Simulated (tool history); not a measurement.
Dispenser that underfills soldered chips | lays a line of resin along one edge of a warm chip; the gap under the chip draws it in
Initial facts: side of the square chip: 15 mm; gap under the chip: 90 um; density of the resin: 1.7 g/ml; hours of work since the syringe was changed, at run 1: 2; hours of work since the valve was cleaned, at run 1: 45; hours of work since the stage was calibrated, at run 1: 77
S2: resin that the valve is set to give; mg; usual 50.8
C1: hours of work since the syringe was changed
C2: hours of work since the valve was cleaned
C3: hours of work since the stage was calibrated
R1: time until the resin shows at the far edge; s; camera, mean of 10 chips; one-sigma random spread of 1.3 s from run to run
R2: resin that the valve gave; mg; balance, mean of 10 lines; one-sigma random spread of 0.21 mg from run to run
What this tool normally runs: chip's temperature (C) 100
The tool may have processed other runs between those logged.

Run 1, day 0: usual settings; C1 2; C2 45; C3 77. Result: R1 144.9 s, R2 48.73 mg.
Run 2, day 0.188: usual settings but S2 62 mg; C1 5; C2 48; C3 81. Result: R1 174.6 s, R2 59.17 mg.
Run 3, day 0.35: usual settings but S2 62 mg; C1 8; C2 51; C3 83. Result: R1 206.3 s, R2 58.8 mg.
At day 0.442: new syringe of resin.
Run 4, day 0.5: usual settings but chip's temperature (C) 96, S2 62 mg; C1 1; C2 53; C3 86. Result: R1 156.8 s, R2 58.81 mg.
Run 5, day 0.65: usual settings but chip's temperature (C) 96, S2 55.7 mg; C1 4; C2 56; C3 88. Result: R1 186.8 s, R2 52.56 mg.
Run 6, day 0.788: usual settings but chip's temperature (C) 96, S2 55.7 mg; C1 6; C2 58; C3 91. Result: R1 219.4 s, R2 52.35 mg.
Run 7, day 0.954: usual settings but chip's temperature (C) 96, S2 55.7 mg; C1 9; C2 61; C3 94. Result: R1 263.1 s, R2 52.02 mg.
At day 1.008: new syringe of resin.
Run 8, day 1.088: usual settings but chip's temperature (C) 96, S2 55.7 mg; C1 1; C2 63; C3 96. Result: R1 160.1 s, R2 52.1 mg.
Run 9, day 1.262: usual settings but S2 55.7 mg; C1 4; C2 66; C3 99. Result: R1 165.2 s, R2 51.7 mg.
Run 10, day 1.392: usual settings but S2 55.7 mg; C1 7; C2 68; C3 101. Result: R1 189.9 s, R2 51.87 mg.
At day 1.583: new syringe of resin.
Run 11, day 1.592: usual settings; C1 0; C2 72; C3 104. Result: R1 131.5 s, R2 47.1 mg.
At day 1.75: dispensing valve cleaned and set on the balance.
Run 12, day 1.821: usual settings but S2 50.6 mg; C1 3; C2 1; C3 108. Result: R1 158.7 s, R2 50.63 mg.
Run 13, day 1.996: usual settings but S2 50.6 mg; C1 6; C2 4; C3 111. Result: R1 194.1 s, R2 50.03 mg.
At day 2.183: new syringe of resin.
Run 14, day 2.188: usual settings but S2 50.6 mg; C1 0; C2 7; C3 114. Result: R1 125.1 s, R2 50.04 mg.
Run 15, day 2.292: usual settings but S2 63.3 mg; C1 2; C2 9; C3 116. Result: R1 134.4 s, R2 63.07 mg.
Run 16, day 2.462: usual settings but S2 49.8 mg; C1 5; C2 12; C3 119. Result: R1 170.3 s, R2 49.39 mg.
Run 17, day 2.546: usual settings; C1 6; C2 14; C3 120. Result: R1 180 s, R2 50.19 mg.
Run 18, day 2.7: usual settings; C1 9; C2 16; C3 123. Result: R1 220.8 s, R2 50.57 mg.
At day 2.746: new syringe of resin.
Run 19, day 2.842: usual settings but chip's temperature (C) 104; C1 2; C2 18; C3 125. Result: R1 118.1 s, R2 49.77 mg.
Run 20, day 2.983: usual settings but chip's temperature (C) 105, S2 44.1 mg; C1 4; C2 21; C3 127. Result: R1 136 s, R2 43.29 mg.
Run 21, day 3.1: usual settings but chip's temperature (C) 113, S2 64.6 mg; C1 6; C2 23; C3 129. Result: R1 105.1 s, R2 63.4 mg.
Run 22, day 3.2: usual settings but chip's temperature (C) 110, S2 64.6 mg; C1 8; C2 25; C3 131. Result: R1 130.4 s, R2 63.72 mg.
At day 3.312: new syringe of resin.
Run 23, day 3.346: usual settings but chip's temperature (C) 110, S2 62.4 mg; C1 1; C2 27; C3 133. Result: R1 86.8 s, R2 60.65 mg.
Run 24, day 3.479: usual settings but chip's temperature (C) 102, S2 62.4 mg; C1 3; C2 29; C3 136. Result: R1 139.3 s, R2 60.75 mg.
Run 25, day 3.583: usual settings but chip's temperature (C) 111, S2 64.1 mg; C1 5; C2 31; C3 137. Result: R1 106.9 s, R2 62.2 mg.
Run 26, day 3.662: usual settings but chip's temperature (C) 95, S2 45.1 mg; C1 6; C2 33; C3 139. Result: R1 241.7 s, R2 43.83 mg.
Run 27, day 3.846: usual settings but chip's temperature (C) 89, S2 45.9 mg; C1 9; C2 36; C3 142. Result: R1 384.9 s, R2 44.39 mg.
At day 3.875: new syringe of resin.
Run 28, day 3.979: usual settings but chip's temperature (C) 87, S2 45.9 mg; C1 2; C2 38; C3 144. Result: R1 256.4 s, R2 44.29 mg.
Run 29, day 4.058: usual settings but chip's temperature (C) 108, S2 45.4 mg; C1 3; C2 39; C3 145. Result: R1 113.8 s, R2 43.66 mg.
Run 30, day 4.238: usual settings but chip's temperature (C) 108, S2 45.4 mg; C1 6; C2 42; C3 149. Result: R1 140.8 s, R2 43.29 mg.
Run 31, day 4.412: usual settings but chip's temperature (C) 108, S2 45.4 mg; C1 9; C2 45; C3 152. Result: R1 167.8 s, R2 43.48 mg.
At day 4.438: new syringe of resin.
Run 32, day 4.542: usual settings but chip's temperature (C) 95, S2 45.4 mg; C1 2; C2 47; C3 154. Result: R1 177.5 s, R2 43.48 mg.
Run 33, day 4.7: usual settings but chip's temperature (C) 105, S2 61.3 mg; C1 5; C2 50; C3 156. Result: R1 132 s, R2 58.35 mg.
Run 34, day 4.817: usual settings but chip's temperature (C) 87, S2 54.9 mg; C1 7; C2 52; C3 158. Result: R1 330.7 s, R2 52.13 mg.
At day 4.996: new syringe of resin.
Run 35, day 5.012: usual settings but chip's temperature (C) 106, S2 53.2 mg; C1 0; C2 55; C3 162. Result: R1 96.6 s, R2 50.37 mg.
Run 36, day 5.117: usual settings but chip's temperature (C) 106, S2 53.2 mg; C1 2; C2 57; C3 163. Result: R1 108.7 s, R2 50.44 mg.

Branching from run 36: 3 alternative next runs. What would each branch give?
Run A, day 5.221: usual settings but S2 59.5 mg; C1 4; C2 59; C3 165. Result: R1 ?, R2 ?.
Run B, day 5.221: usual settings but chip's temperature (C) 93; C1 4; C2 59; C3 165. Result: R1 ?, R2 ?.
Run C, day 5.221: usual settings but chip's temperature (C) 102, S2 55.6 mg; C1 4; C2 59; C3 165. Result: R1 ?, R2 ?.

run     R1     R2
  A  156.2  56.26
  B  216.3  47.85
  C  143.4  52.46
Without the tool's hidden state the same runs would have given:
run     R1     R2
  A  125.5  59.57
  B  173.2  50.67
  C  115.1  55.54
